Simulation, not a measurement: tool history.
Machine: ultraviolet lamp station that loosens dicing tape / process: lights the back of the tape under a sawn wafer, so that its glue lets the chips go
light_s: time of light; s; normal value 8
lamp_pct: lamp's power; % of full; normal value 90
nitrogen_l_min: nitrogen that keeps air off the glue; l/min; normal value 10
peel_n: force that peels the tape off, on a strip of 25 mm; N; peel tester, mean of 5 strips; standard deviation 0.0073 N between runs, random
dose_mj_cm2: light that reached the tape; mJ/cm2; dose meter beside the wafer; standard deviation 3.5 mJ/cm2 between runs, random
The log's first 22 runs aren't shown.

run     day  light_s  lamp_pct  nitrogen_l_min  peel_n  dose_mj_cm2
 23   6.825       15       100               6   0.227          988
 24   7.204        5        62              13   1.461          207
      7.246  -- window cleaned of glue's vapour
 25   7.421        5        62              13   1.612          192
 26   7.646        5        62              13   1.545          192
 27   8.012        8        63               5   1.013          311
 28   8.188       12        90              10   0.239          670
      8.479  -- window cleaned of glue's vapour, once more
 29   8.488        8        74              10   0.415          421
 30   8.796        8        74              10     0.4          418
 31   9.033        7        93              18   0.287          457
 32   9.258        5        81               6   1.073          286
 33   9.575       14        79               8   0.237          780
 34   9.942       14        79               8   0.229          775
 35  10.254        6        90              16   0.414          372
 36  10.483        6        90              16   0.427          370
 37  10.862        6        90              16   0.421          376

5 ways to go on from here, each from the tool as it stands after run 37. What would each give?
  A  11.258        8        89               5       ?            ?
  B  11.258        5        83              10       ?            ?
  C  11.258        5        74               4       ?            ?
  D  11.258       14        66              10       ?            ?
  E  11.258        8        64               5       ?            ?

run  peel_n  dose_mj_cm2
  A    0.43          491
  B   0.861          284
  C   1.601          256
  D   0.251          636
  E   0.794          354
Stripped of hidden state, with their random variation kept, the same runs would have yielded:
run  peel_n  dose_mj_cm2
  A   0.343          564
  B   0.657          326
  C    1.27          294
  D   0.237          731
  E   0.605          407

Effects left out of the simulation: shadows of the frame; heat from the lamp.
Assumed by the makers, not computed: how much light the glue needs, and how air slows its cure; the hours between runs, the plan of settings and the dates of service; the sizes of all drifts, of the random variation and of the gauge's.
